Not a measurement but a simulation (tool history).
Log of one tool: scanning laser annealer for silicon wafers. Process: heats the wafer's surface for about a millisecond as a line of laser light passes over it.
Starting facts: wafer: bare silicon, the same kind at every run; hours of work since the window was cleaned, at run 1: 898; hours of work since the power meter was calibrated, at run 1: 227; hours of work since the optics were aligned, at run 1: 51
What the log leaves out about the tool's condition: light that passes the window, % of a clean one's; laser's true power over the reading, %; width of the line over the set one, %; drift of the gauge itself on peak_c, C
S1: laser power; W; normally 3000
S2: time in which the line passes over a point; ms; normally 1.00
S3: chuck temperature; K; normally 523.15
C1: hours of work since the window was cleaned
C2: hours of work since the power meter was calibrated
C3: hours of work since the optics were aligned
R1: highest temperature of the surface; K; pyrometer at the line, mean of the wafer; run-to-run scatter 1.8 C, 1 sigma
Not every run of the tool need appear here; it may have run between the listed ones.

| run | hour | S1 | S2 | S3 | C1 | C2 | C3 | R1 |
|---|---|---|---|---|---|---|---|---|
| 1 | 0.0 | 3000 | 1.00 | 523.15 | 898 | 227 | 51 | 1249.15 |
| 2 | 10.0 | 3000 | 1.00 | 523.15 | 905 | 234 | 57 | 1254.15 |
| 3 | 21.8 | 3000 | 1.00 | 523.15 | 912 | 241 | 65 | 1250.15 |
| 4 | 40.9 | 3000 | 0.84 | 523.15 | 925 | 254 | 78 | 1179.15 |
| 5 | 63.3 | 3000 | 0.84 | 523.15 | 939 | 268 | 92 | 1179.15 |
| 6 | 81.2 | 3000 | 0.84 | 523.15 | 951 | 280 | 104 | 1177.15 |
| 7 | 95.7 | 3000 | 0.84 | 523.15 | 960 | 289 | 113 | 1176.15 |
| 8 | 113.4 | 3000 | 1.00 | 523.15 | 972 | 301 | 125 | 1248.15 |
|  | 124.1 | window over the wafer cleaned |
| 9 | 127.3 | 3117 | 1.05 | 523.15 | 2 | 309 | 132 | 1334.15 |
| 10 | 138.9 | 3117 | 1.05 | 523.15 | 10 | 316 | 140 | 1334.15 |
| 11 | 150.3 | 3110 | 1.03 | 561.15 | 17 | 324 | 147 | 1363.15 |
| 12 | 162.6 | 3134 | 0.76 | 534.15 | 25 | 332 | 155 | 1205.15 |
| 13 | 176.4 | 3134 | 0.76 | 534.15 | 34 | 341 | 164 | 1211.15 |
| 14 | 190.5 | 3000 | 1.22 | 516.15 | 43 | 350 | 174 | 1369.15 |
| 15 | 211.8 | 3035 | 0.85 | 509.15 | 57 | 364 | 188 | 1204.15 |
| 16 | 222.5 | 3074 | 0.85 | 504.15 | 64 | 371 | 194 | 1209.15 |

Alternative continuations, all from the tool just after run 16; predict every row:
| A | 240.1 | 2761 | 1.06 | 516.15 | 76 | 382 | 206 | ? |
| B | 240.1 | 3169 | 0.85 | 504.15 | 76 | 382 | 206 | ? |
| C | 240.1 | 3089 | 0.84 | 523.15 | 76 | 382 | 206 | ? |
| D | 240.1 | 2781 | 1.21 | 542.15 | 76 | 382 | 206 | ? |

| run | R1 |
|---|---|
| A | 1231.15 |
| B | 1235.15 |
| C | 1224.15 |
| D | 1324.15 |
Take away the tool's hidden state, keep each run's random variation, and the runs would have read:
| run | R1 |
|---|---|
| A | 1240.15 |
| B | 1244.15 |
| C | 1233.15 |
| D | 1335.15 |

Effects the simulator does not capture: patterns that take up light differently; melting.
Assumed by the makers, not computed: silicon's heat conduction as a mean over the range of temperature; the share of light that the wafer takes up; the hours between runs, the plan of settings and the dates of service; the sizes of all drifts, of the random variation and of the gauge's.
